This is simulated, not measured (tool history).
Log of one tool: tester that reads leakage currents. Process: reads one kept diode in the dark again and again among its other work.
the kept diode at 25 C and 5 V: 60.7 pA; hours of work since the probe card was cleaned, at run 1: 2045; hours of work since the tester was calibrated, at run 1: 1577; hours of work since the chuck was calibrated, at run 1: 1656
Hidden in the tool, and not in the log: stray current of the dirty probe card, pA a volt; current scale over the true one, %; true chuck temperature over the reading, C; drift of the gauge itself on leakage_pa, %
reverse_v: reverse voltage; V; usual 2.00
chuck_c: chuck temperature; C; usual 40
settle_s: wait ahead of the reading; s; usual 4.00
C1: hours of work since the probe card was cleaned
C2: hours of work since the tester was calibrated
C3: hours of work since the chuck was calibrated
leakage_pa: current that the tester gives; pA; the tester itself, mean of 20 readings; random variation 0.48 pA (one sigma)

run 1 hour=0.0 | reverse_v=2.00 chuck_c=40 settle_s=4.00 | C1=2045 C2=1577 C3=1656 | leakage_pa=169.73
-- hour=201.3 chuck's temperature calibrated
run 2 hour=211.4 | reverse_v=2.00 chuck_c=40 settle_s=4.00 | C1=2178 C2=1709 C3=6 | leakage_pa=162.50
run 3 hour=369.8 | reverse_v=2.00 chuck_c=40 settle_s=4.00 | C1=2279 C2=1810 C3=107 | leakage_pa=163.49
run 4 hour=591.9 | reverse_v=2.00 chuck_c=40 settle_s=4.00 | C1=2420 C2=1951 C3=248 | leakage_pa=164.09
run 5 hour=845.1 | reverse_v=2.00 chuck_c=40 settle_s=4.00 | C1=2580 C2=2111 C3=408 | leakage_pa=164.55
run 6 hour=1078.5 | reverse_v=2.00 chuck_c=46 settle_s=4.00 | C1=2728 C2=2259 C3=556 | leakage_pa=273.29
run 7 hour=1296.7 | reverse_v=2.00 chuck_c=40 settle_s=0.63 | C1=2866 C2=2398 C3=695 | leakage_pa=168.58
run 8 hour=1458.7 | reverse_v=2.00 chuck_c=40 settle_s=0.63 | C1=2969 C2=2500 C3=797 | leakage_pa=169.47
-- hour=1606.7 probe card cleaned and baked
run 9 hour=1643.5 | reverse_v=2.00 chuck_c=40 settle_s=0.63 | C1=23 C2=2616 C3=913 | leakage_pa=165.25
run 10 hour=1818.2 | reverse_v=2.00 chuck_c=40 settle_s=0.63 | C1=134 C2=2726 C3=1023 | leakage_pa=165.66
run 11 hour=2026.2 | reverse_v=2.00 chuck_c=40 settle_s=0.63 | C1=266 C2=2858 C3=1155 | leakage_pa=167.51
run 12 hour=2251.3 | reverse_v=2.00 chuck_c=32 settle_s=4.00 | C1=409 C2=3001 C3=1298 | leakage_pa=82.51
run 13 hour=2503.7 | reverse_v=2.00 chuck_c=32 settle_s=4.00 | C1=569 C2=3161 C3=1458 | leakage_pa=83.49
run 14 hour=2662.5 | reverse_v=2.00 chuck_c=32 settle_s=4.00 | C1=669 C2=3262 C3=1559 | leakage_pa=84.45
run 15 hour=2870.8 | reverse_v=2.00 chuck_c=32 settle_s=4.00 | C1=802 C2=3394 C3=1691 | leakage_pa=84.93
-- hour=3012.6 chuck's temperature calibrated
run 16 hour=3132.6 | reverse_v=2.00 chuck_c=40 settle_s=4.00 | C1=966 C2=3559 C3=76 | leakage_pa=164.65
-- hour=3325.7 tester calibrated
run 17 hour=3333.5 | reverse_v=2.14 chuck_c=42 settle_s=3.07 | C1=1092 C2=5 C3=202 | leakage_pa=197.65
run 18 hour=3575.9 | reverse_v=2.14 chuck_c=42 settle_s=3.07 | C1=1246 C2=159 C3=356 | leakage_pa=199.21
run 19 hour=3697.4 | reverse_v=1.35 chuck_c=31 settle_s=0.62 | C1=1323 C2=236 C3=433 | leakage_pa=62.70
run 20 hour=3869.5 | reverse_v=1.14 chuck_c=42 settle_s=4.00 | C1=1432 C2=345 C3=542 | leakage_pa=150.34
run 21 hour=4115.7 | reverse_v=18.27 chuck_c=26 settle_s=4.00 | C1=1588 C2=501 C3=698 | leakage_pa=147.92
run 22 hour=4291.7 | reverse_v=10.41 chuck_c=31 settle_s=0.44 | C1=1700 C2=613 C3=810 | leakage_pa=174.75
run 23 hour=4567.0 | reverse_v=12.47 chuck_c=24 settle_s=4.00 | C1=1875 C2=787 C3=984 | leakage_pa=106.86
run 24 hour=4818.0 | reverse_v=6.35 chuck_c=27 settle_s=0.56 | C1=2034 C2=946 C3=1144 | leakage_pa=99.53
run 25 hour=4971.4 | reverse_v=6.35 chuck_c=27 settle_s=0.56 | C1=2131 C2=1044 C3=1241 | leakage_pa=100.65
run 26 hour=5237.9 | reverse_v=3.35 chuck_c=44 settle_s=2.53 | C1=2300 C2=1212 C3=1410 | leakage_pa=301.47
run 27 hour=5447.7 | reverse_v=2.00 chuck_c=40 settle_s=4.60 | C1=2433 C2=1346 C3=1543 | leakage_pa=171.48
run 28 hour=5694.7 | reverse_v=2.00 chuck_c=49 settle_s=6.94 | C1=2590 C2=1502 C3=1699 | leakage_pa=364.02
-- hour=5830.2 chuck's temperature calibrated
run 29 hour=5882.0 | reverse_v=3.05 chuck_c=27 settle_s=0.69 | C1=2707 C2=1620 C3=33 | leakage_pa=67.57
run 30 hour=6075.0 | reverse_v=3.05 chuck_c=25 settle_s=1.67 | C1=2829 C2=1742 C3=155 | leakage_pa=56.77
run 31 hour=6313.8 | reverse_v=13.50 chuck_c=20 settle_s=1.18 | C1=2981 C2=1893 C3=307 | leakage_pa=94.67
-- hour=6442.6 probe card cleaned and baked
run 32 hour=6561.3 | reverse_v=13.50 chuck_c=20 settle_s=1.18 | C1=75 C2=2049 C3=462 | leakage_pa=65.17

The same runs without the tool's hidden state, with the same run-to-run variation:
run=1 leakage_pa=156.92
run=2 leakage_pa=158.01
run=3 leakage_pa=158.21
run=4 leakage_pa=157.76
run=5 leakage_pa=156.96
run=6 leakage_pa=261.65
run=7 leakage_pa=158.67
run=8 leakage_pa=158.76
run=9 leakage_pa=158.43
run=10 leakage_pa=157.98
run=11 leakage_pa=158.67
run=12 leakage_pa=77.16
run=13 leakage_pa=77.37
run=14 leakage_pa=77.79
run=15 leakage_pa=77.59
run=16 leakage_pa=157.05
run=17 leakage_pa=193.04
run=18 leakage_pa=193.15
run=19 leakage_pa=59.83
run=20 leakage_pa=145.10
run=21 leakage_pa=121.20
run=22 leakage_pa=155.13
run=23 leakage_pa=84.51
run=24 leakage_pa=84.92
run=25 leakage_pa=85.16
run=26 leakage_pa=278.40
run=27 leakage_pa=157.01
run=28 leakage_pa=336.13
run=29 leakage_pa=60.05
run=30 leakage_pa=48.99
run=31 leakage_pa=62.01
run=32 leakage_pa=61.97
